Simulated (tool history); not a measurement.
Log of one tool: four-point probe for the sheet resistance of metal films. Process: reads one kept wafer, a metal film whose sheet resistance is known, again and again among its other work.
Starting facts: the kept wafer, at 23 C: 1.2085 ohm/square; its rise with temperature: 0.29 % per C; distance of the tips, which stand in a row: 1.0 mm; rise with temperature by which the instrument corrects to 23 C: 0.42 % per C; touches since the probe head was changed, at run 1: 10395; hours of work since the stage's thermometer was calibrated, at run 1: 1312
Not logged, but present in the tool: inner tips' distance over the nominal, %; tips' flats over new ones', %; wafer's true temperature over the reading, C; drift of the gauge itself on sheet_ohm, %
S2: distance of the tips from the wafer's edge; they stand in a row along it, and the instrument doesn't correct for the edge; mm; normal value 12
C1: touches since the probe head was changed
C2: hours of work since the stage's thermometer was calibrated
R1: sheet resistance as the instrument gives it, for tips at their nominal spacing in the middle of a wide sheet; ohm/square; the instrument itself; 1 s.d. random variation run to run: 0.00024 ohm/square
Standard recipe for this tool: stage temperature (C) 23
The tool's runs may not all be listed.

run 1 hour=0 | stage_temperature_(C)=23 S2=12 | C1=10395 C2=1312 | R1=1.208134
run 2 hour=27.5 | stage_temperature_(C)=23 S2=12 | C1=10749 C2=1328 | R1=1.208834
run 3 hour=59.2 | stage_temperature_(C)=23 S2=12 | C1=11158 C2=1347 | R1=1.207832
run 4 hour=72.2 | stage_temperature_(C)=23 S2=12 | C1=11325 C2=1355 | R1=1.208143
run 5 hour=88.7 | stage_temperature_(C)=23 S2=12 | C1=11539 C2=1365 | R1=1.208356
run 6 hour=117.7 | stage_temperature_(C)=23 S2=12 | C1=11913 C2=1382 | R1=1.208219
run 7 hour=137.3 | stage_temperature_(C)=23 S2=12 | C1=12166 C2=1394 | R1=1.208668
run 8 hour=167.4 | stage_temperature_(C)=23 S2=12 | C1=12554 C2=1412 | R1=1.207885
run 9 hour=195.6 | stage_temperature_(C)=23 S2=12 | C1=12917 C2=1429 | R1=1.208195
run 10 hour=211.1 | stage_temperature_(C)=23 S2=6 | C1=13118 C2=1438 | R1=1.222215
run 11 hour=227.8 | stage_temperature_(C)=33 S2=3 | C1=13332 C2=1448 | R1=1.255084
run 12 hour=246.8 | stage_temperature_(C)=31 S2=8 | C1=13578 C2=1459 | R1=1.20144
-- hour=249.1 stage's thermometer calibrated
run 13 hour=262.1 | stage_temperature_(C)=31 S2=8 | C1=13769 C2=8 | R1=1.199738
run 14 hour=285.5 | stage_temperature_(C)=31 S2=10 | C1=14071 C2=22 | R1=1.196233
run 15 hour=309.4 | stage_temperature_(C)=31 S2=10 | C1=14379 C2=36 | R1=1.196725
run 16 hour=340.5 | stage_temperature_(C)=25 S2=3 | C1=14780 C2=55 | R1=1.266624
run 17 hour=368.4 | stage_temperature_(C)=19 S2=21 | C1=15140 C2=71 | R1=1.210423
run 18 hour=382.8 | stage_temperature_(C)=33 S2=12 | C1=15326 C2=80 | R1=1.191574
run 19 hour=397.5 | stage_temperature_(C)=34 S2=39 | C1=15516 C2=89 | R1=1.185618

Forecast each of these 5 alternatives for the next run:
run A hour=429 | stage_temperature_(C)=21 S2=5 | C1=15922 C2=108 | R1=?
run B hour=429 | stage_temperature_(C)=23 S2=5 | C1=15922 C2=108 | R1=?
run C hour=429 | stage_temperature_(C)=21 S2=49 | C1=15922 C2=108 | R1=?
run D hour=429 | stage_temperature_(C)=24 S2=4 | C1=15922 C2=108 | R1=?
run E hour=429 | stage_temperature_(C)=21 S2=4 | C1=15922 C2=108 | R1=?

run=A R1=1.231035
run=B R1=1.227449
run=C R1=1.205916
run=D R1=1.240178
run=E R1=1.244695
With no hidden state in the tool, these same runs would have given:
run=A R1=1.237398
run=B R1=1.233794
run=C R1=1.212159
run=D R1=1.246582
run=E R1=1.251122
